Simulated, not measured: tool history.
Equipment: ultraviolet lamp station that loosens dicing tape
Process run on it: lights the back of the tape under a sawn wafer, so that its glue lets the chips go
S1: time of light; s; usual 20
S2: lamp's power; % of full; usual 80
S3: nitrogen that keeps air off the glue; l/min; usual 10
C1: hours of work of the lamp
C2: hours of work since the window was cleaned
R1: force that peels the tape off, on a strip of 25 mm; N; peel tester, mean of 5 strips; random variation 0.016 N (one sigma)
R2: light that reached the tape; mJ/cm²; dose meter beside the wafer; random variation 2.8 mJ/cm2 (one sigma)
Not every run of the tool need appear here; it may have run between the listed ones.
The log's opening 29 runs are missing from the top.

run   hour  S1  S2  S3   C1   C2     R1   R2
 30  187.5  28  66  12  222  322  0.632  404
 31  192.2  28  66  12  226  325  0.614  406
 32  199.0  34  66   9  230  330  0.525  493
 33  203.1  20  80  10  233  333  0.897  347
 34  208.4  11  60  10  237  337  2.720  144
 35  216.9  33  78  14  243  343  0.329  559
 36  225.3  20  90   7  249  349  0.966  393
 37  231.9  29  66  10  254  354  0.658  413
 38  236.9  29  66   3  257  357  1.431  415
 39  242.8  29  66   3  262  361  1.481  419
 40  248.2  20  88  12  265  365  0.716  387
 41  252.4  20  88  12  268  368  0.715  380
 42  256.9  22  80   7  272  371  0.987  381
 43  261.4  20  80  10  275  374  0.943  348
 44  265.7  20  75   7  278  377  1.319  323

Below are 4 alternative next runs, each starting from the tool's condition after run 44. Predict each:
  A  269.3  14  80  10  280  380   ?   ?
  B  269.3  20  93   6  280  380   ?   ?
  C  269.3  20  64  10  280  380   ?   ?
  D  269.3  26  65  10  280  380   ?   ?

run     R1   R2
  A  1.559  240
  B  1.004  405
  C  1.377  275
  D  0.826  365
Without the tool's hidden state the same runs would have given:
run     R1   R2
  A  1.316  273
  B  0.812  459
  C  1.141  312
  D  0.659  414

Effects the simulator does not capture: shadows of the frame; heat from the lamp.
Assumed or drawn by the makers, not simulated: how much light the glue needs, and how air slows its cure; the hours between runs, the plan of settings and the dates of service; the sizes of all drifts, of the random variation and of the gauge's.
